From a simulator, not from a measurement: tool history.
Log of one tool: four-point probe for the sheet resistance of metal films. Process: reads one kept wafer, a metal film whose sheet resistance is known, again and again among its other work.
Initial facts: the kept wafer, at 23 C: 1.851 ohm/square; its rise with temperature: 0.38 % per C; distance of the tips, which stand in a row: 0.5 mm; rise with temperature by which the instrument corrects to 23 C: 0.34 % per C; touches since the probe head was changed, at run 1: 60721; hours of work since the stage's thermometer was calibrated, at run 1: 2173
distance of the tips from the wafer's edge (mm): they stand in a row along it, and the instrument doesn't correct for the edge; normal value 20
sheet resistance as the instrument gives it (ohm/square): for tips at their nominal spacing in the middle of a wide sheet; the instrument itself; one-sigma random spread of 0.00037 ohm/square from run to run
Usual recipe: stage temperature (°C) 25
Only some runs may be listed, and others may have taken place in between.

run	hour	stage temperature (°C)	distance of the tips from the wafer's edge (mm)	touches since the probe head was changed	hours of work since the stage's thermometer was calibrated	sheet resistance as the instrument gives it (ohm/square)
1	0	25	20	60721	2173	1.86338
2	134.6	25	20	63784	2231	1.863644
3	214.2	25	20	65597	2266	1.863823
4	348.6	34	20	68656	2324	1.871522
5	479.3	34	20	71629	2381	1.871191
6	572.7	34	20	73757	2421	1.872835
7	645.1	34	28	75404	2453	1.871211

Run 8 has not been measured yet. What should we expect?
8	721.6	34	28	77145	2486	?

Run 8 gave sheet resistance as the instrument gives it (ohm/square) 1.87242.
Without the tool's hidden state the same run would have given sheet resistance as the instrument gives it (ohm/square) 1.86052.
